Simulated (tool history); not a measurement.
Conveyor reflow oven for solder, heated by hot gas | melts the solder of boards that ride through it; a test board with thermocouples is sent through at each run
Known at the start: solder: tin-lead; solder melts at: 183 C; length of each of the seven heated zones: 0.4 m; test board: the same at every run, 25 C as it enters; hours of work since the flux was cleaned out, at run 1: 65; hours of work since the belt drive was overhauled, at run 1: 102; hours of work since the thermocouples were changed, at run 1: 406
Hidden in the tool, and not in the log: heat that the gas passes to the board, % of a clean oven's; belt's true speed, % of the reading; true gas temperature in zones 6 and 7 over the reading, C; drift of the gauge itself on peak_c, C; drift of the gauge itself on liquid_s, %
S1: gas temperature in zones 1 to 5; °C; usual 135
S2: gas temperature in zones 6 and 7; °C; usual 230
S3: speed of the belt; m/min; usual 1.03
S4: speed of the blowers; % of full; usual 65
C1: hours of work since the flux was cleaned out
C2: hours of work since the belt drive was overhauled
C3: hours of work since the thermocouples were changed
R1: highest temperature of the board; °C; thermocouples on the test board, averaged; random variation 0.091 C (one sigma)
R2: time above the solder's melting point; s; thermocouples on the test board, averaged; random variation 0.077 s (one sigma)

run 1 hour=0.0 | S1=135 S2=230 S3=1.03 S4=65 | C1=65 C2=102 C3=406 | R1=213.70 R2=32.56
run 2 hour=14.0 | S1=137 S2=230 S3=1.03 S4=65 | C1=76 C2=112 C3=417 | R1=214.21 R2=33.11
run 3 hour=33.3 | S1=135 S2=230 S3=1.03 S4=65 | C1=91 C2=127 C3=432 | R1=213.61 R2=32.58
run 4 hour=47.3 | S1=135 S2=230 S3=1.03 S4=65 | C1=102 C2=138 C3=442 | R1=213.72 R2=32.49
run 5 hour=67.7 | S1=135 S2=230 S3=1.03 S4=65 | C1=117 C2=154 C3=458 | R1=213.62 R2=32.45
run 6 hour=77.1 | S1=135 S2=230 S3=0.86 S4=65 | C1=125 C2=161 C3=465 | R1=219.15 R2=42.91
run 7 hour=98.0 | S1=135 S2=230 S3=0.86 S4=65 | C1=141 C2=177 C3=481 | R1=219.03 R2=43.02
run 8 hour=116.2 | S1=135 S2=245 S3=0.86 S4=65 | C1=155 C2=191 C3=495 | R1=232.69 R2=48.90
run 9 hour=134.8 | S1=135 S2=230 S3=1.03 S4=65 | C1=169 C2=205 C3=510 | R1=213.61 R2=32.47
run 10 hour=148.2 | S1=135 S2=230 S3=0.90 S4=65 | C1=179 C2=216 C3=520 | R1=217.81 R2=40.16
run 11 hour=160.9 | S1=135 S2=230 S3=0.90 S4=65 | C1=189 C2=225 C3=530 | R1=217.75 R2=40.16

Run 12 comes next. What will it give?
run 12 hour=170.5 | S1=133 S2=230 S3=1.03 S4=65 | C1=196 C2=233 C3=537 | R1=? R2=?

Run 12 gave R1 212.92 °C, R2 31.75 s.
Without the tool's hidden state the same run would have given R1 212.59 °C, R2 31.60 s.
